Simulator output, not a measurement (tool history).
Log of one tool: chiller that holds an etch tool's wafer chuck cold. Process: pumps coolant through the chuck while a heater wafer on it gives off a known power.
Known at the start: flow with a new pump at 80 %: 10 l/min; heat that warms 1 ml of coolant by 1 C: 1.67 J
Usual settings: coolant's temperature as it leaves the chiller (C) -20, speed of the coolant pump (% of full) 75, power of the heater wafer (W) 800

| run | hour | coolant's temperature as it leaves the chiller (C) | speed of the coolant pump (% of full) | power of the heater wafer (W) | chuck's temperature once it has settled (C) | how much warmer the coolant comes back (C) |
|---|---|---|---|---|---|---|
| 1 | 0.0 | -20 | 75 | 800 | -14.24 | 3.17 |
| 2 | 105.7 | -20 | 75 | 800 | -14.11 | 3.19 |
| 3 | 163.4 | -20 | 75 | 800 | -14.24 | 3.16 |
| 4 | 260.3 | -20 | 75 | 800 | -14.21 | 3.17 |
| 5 | 366.0 | -20 | 75 | 800 | -14.12 | 3.16 |
| 6 | 427.1 | -20 | 75 | 800 | -14.19 | 3.16 |
| 7 | 476.8 | -26 | 75 | 800 | -20.11 | 3.15 |
| 8 | 569.2 | -26 | 75 | 800 | -20.19 | 3.15 |
| 9 | 667.7 | -26 | 75 | 800 | -20.14 | 3.17 |
| 10 | 744.2 | -26 | 75 | 800 | -20.21 | 3.18 |
| 11 | 848.8 | -26 | 75 | 800 | -20.23 | 3.16 |
| 12 | 903.7 | -20 | 75 | 800 | -14.25 | 3.19 |
| 13 | 965.8 | -20 | 75 | 800 | -14.24 | 3.18 |
| 14 | 1026.1 | -20 | 75 | 800 | -14.13 | 3.15 |
| 15 | 1082.7 | -20 | 75 | 800 | -14.12 | 3.19 |
| 16 | 1179.2 | -20 | 75 | 800 | -14.13 | 3.15 |
| 17 | 1281.4 | -20 | 75 | 471 | -16.64 | 1.87 |
| 18 | 1375.2 | -21 | 60 | 457 | -17.12 | 2.30 |
| 19 | 1432.6 | -20 | 75 | 1147 | -11.56 | 4.58 |
| 20 | 1536.2 | -20 | 75 | 1147 | -11.55 | 4.58 |
|  | 1547.5 | coolant pump overhauled |
| 21 | 1623.4 | -16 | 85 | 642 | -11.76 | 2.25 |
| 22 | 1708.4 | -16 | 85 | 642 | -11.67 | 2.24 |
| 23 | 1755.8 | -12 | 75 | 457 | -8.78 | 1.89 |
|  | 1793.7 | coolant pump overhauled, once more |
| 24 | 1813.5 | -12 | 75 | 457 | -8.89 | 1.77 |
| 25 | 1867.3 | -26 | 93 | 882 | -20.66 | 2.76 |
| 26 | 1960.3 | -26 | 93 | 759 | -21.41 | 2.33 |

The next listed run, before its measurement:
| 27 | 2022.6 | -26 | 80 | 683 | ? | ? |

{"run 27": {"chuck's temperature once it has settled (C)": -21.48, "how much warmer the coolant comes back (C)": 2.51}}
Without the tool's hidden state the same run would have given chuck's temperature once it has settled (C) -21.57, how much warmer the coolant comes back (C) 2.50.
